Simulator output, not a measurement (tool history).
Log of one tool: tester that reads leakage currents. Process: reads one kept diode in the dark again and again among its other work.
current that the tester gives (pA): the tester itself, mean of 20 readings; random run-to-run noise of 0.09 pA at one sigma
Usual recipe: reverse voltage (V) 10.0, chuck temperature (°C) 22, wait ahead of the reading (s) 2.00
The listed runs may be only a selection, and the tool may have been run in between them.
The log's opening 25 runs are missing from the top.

run,day,reverse voltage (V),chuck temperature (°C),wait ahead of the reading (s),hours of work since the probe card was cleaned,hours of work since the tester was calibrated,hours of work since the chuck was calibrated,current that the tester gives (pA)
26,51.079,1.2,47,4.76,563,898,277,41.32
27,53.825,2.0,22,2.00,600,935,315,10.57
28,55.317,2.0,22,2.00,620,955,335,10.53
29,56.821,11.7,48,4.34,641,975,355,159.09
30,59.279,10.0,44,2.00,674,1008,388,113.72
31,61.917,3.2,35,2.00,710,1044,424,33.34
32,63.642,3.2,35,2.00,733,1067,447,33.47
33,65.004,1.9,35,2.00,751,1086,466,24.92
34,67.375,1.9,35,2.00,783,1118,498,24.88
35,68.971,5.6,42,0.51,805,1140,519,74.61
36,71.162,5.6,42,0.51,835,1169,549,73.93

5 ways to go on from here, each from the tool as it stands after run 36. What would each give?
A,72.496,1.7,30,1.30,853,1187,567,?
B,72.496,1.9,41,2.00,853,1187,567,?
C,72.496,1.3,31,2.98,853,1187,567,?
D,72.496,10.0,37,0.95,853,1187,567,?
E,72.496,10.0,28,2.00,853,1187,567,?

run,current that the tester gives (pA)
A,16.98
B,37.05
C,15.49
D,74.92
E,41.68
With the hidden condition removed and each run's random variation left untouched, the same runs would have given:
run,current that the tester gives (pA)
A,16.20
B,35.94
C,14.86
D,70.74
E,37.91

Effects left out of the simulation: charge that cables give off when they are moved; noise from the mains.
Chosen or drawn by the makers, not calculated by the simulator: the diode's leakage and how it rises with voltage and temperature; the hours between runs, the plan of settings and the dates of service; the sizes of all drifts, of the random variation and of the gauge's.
